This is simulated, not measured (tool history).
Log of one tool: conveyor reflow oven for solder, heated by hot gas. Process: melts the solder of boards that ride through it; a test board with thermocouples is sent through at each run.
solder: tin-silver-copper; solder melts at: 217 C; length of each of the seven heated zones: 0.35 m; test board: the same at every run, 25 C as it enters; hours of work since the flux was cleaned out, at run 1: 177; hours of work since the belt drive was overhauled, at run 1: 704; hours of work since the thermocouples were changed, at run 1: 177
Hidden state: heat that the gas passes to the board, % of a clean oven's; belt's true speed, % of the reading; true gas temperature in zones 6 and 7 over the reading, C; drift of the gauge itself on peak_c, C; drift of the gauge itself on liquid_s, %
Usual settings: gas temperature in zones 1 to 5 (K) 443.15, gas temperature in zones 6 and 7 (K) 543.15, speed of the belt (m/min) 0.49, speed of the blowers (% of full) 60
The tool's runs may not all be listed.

run   hour  gas temperature in zones 1 to 5 (K)  gas temperature in zones 6 and 7 (K)  speed of the belt (m/min)  speed of the blowers (% of full)  hours of work since the flux was cleaned out  hours of work since the belt drive was overhauled  hours of work since the thermocouples were changed  highest temperature of the board (K)  time above the solder's melting point (s)
  1      0                               443.15                                543.15                       0.49                                60                                           177                                                704                                                 177                                526.15                                       64.9
  2   25.4                               443.15                                543.15                       0.49                                63                                           197                                                724                                                 197                                526.15                                       64.4
      43.6  -- belt drive overhauled, speed set with a stopwatch
  3   44.8                               443.15                                543.15                       0.49                                63                                           209                                                  1                                                 209                                527.05                                       63.3
  4   59.6                               443.15                                543.15                       0.49                                63                                           220                                                 12                                                 220                                526.25                                       62.6
  5   81.5                               443.15                                543.15                       0.49                                63                                           237                                                 30                                                 237                                525.45                                       62.3
      90.2  -- flux residue cleaned out of gas plates and filters
  6  104.3                               443.15                                543.15                      0.512                                63                                            11                                                 43                                                 251                                525.65                                       60.5
  7    132                               443.15                                543.15                      0.512                                63                                            33                                                 65                                                 273                                525.75                                       60.8
  8  147.2                               443.15                                543.15                      0.512                                63                                            45                                                 77                                                 285                                525.25                                       60.4
  9    175                               443.15                                543.15                      0.512                                63                                            66                                                 99                                                 306                                524.65                                       60.1
 10  189.4                               436.15                                543.15                       0.49                                60                                            77                                                110                                                 318                                524.95                                       60.3
 11  211.5                               443.15                                543.15                       0.44                                60                                            95                                                127                                                 335                                529.65                                       74.1
 12  231.6                               443.15                                543.15                       0.44                                60                                           110                                                143                                                 350                                529.85                                       74.7
 13  246.6                               443.15                                543.15                       0.49                                60                                           122                                                155                                                 362                                526.65                                       62.9
 14  268.4                               443.15                                543.15                       0.49                                60                                           139                                                172                                                 379                                525.75                                       62.8
 15  295.8                               443.15                                543.15                       0.49                                60                                           161                                                193                                                 401                                526.25                                       62.8
 16  313.4                               443.15                                543.15                       0.49                                60                                           174                                                207                                                 414                                525.35                                       63.7
 17  336.7                               443.15                                543.15                       0.49                                60                                           192                                                225                                                 432                                526.05                                       63.2
 18  349.2                               443.15                                543.15                       0.49                                60                                           202                                                235                                                 442                                525.25                                         63
 19  376.3                               441.15                                549.15                       0.49                                52                                           223                                                256                                                 463                                528.35                                       63.6
       403  -- flux residue cleaned out of gas plates and filters
 20  407.1                               443.15                                543.15                      0.545                                88                                             3                                                276                                                 484                                527.75                                       58.7
 21  422.6                               457.15                                549.15                      0.559                                79                                            15                                                288                                                 496                                532.75                                       65.1
 22  443.4                               443.15                                550.15                       0.49                                53                                            32                                                304                                                 512                                532.15                                       67.3
 23    465                               443.15                                550.15                       0.49                                53                                            48                                                321                                                 529                                531.45                                       67.4
 24  484.5                               440.15                                542.15                       0.49                                76                                            64                                                336                                                 544                                527.95                                       64.6
 25  496.3                               440.15                                542.15                       0.49                                76                                            73                                                346                                                 553                                527.75                                       64.2
 26  519.1                               443.15                                543.15                      0.393                                77                                            91                                                363                                                 571                                534.25                                       90.4
 27  537.1                               443.15                                553.15                       0.49                                60                                           105                                                377                                                 585                                534.75                                         70
 28  563.6                               443.15                                536.15                       0.49                                60                                           125                                                398                                                 606                                519.35                                       58.4
 29  587.5                               443.15                                552.15                      0.391                                60                                           144                                                417                                                 624                                541.75                                       94.2
 30  601.4                               429.15                                551.15                      0.513                                60                                           155                                                428                                                 635                                529.85                                       58.1
 31  621.3                               429.15                                551.15                      0.513                                60                                           170                                                443                                                 651                                528.55                                       56.8

Hidden state or all else? Some run-to-run changes of highest temperature of the board (K), split into what the settings, what came in and random variation would give without the hidden state, and what is left for the hidden state (with any gauge scatter that isn't in both results):
Run 2 -> 3: belt drive overhauled, speed set with a stopwatch. highest temperature of the board (K) +0.9: hidden state -0.8, all else +1.7.
Run 5 -> 6: speed of the belt (m/min) 0.49 -> 0.512, flux residue cleaned out of gas plates and filters. highest temperature of the board (K) +0.2: hidden state +1.9, all else -1.7.
Run 19 -> 20: gas temperature in zones 1 to 5 (K) 441.15 -> 443.15, gas temperature in zones 6 and 7 (K) 549.15 -> 543.15, speed of the belt (m/min) 0.49 -> 0.545, speed of the blowers (% of full) 52 -> 88, flux residue cleaned out of gas plates and filters. highest temperature of the board (K) -0.6: hidden state +1.6, all else -2.2.
Run 27 -> 28: gas temperature in zones 6 and 7 (K) 553.15 -> 536.15. highest temperature of the board (K) -15.4: hidden state +0, all else -15.4.
Run 28 -> 29: gas temperature in zones 6 and 7 (K) 536.15 -> 552.15, speed of the belt (m/min) 0.49 -> 0.391. highest temperature of the board (K) +22.4: hidden state +0, all else +22.4.
Run 29 -> 30: gas temperature in zones 1 to 5 (K) 443.15 -> 429.15, gas temperature in zones 6 and 7 (K) 552.15 -> 551.15, speed of the belt (m/min) 0.391 -> 0.513. highest temperature of the board (K) -11.9: hidden state -0.7, all else -11.2.
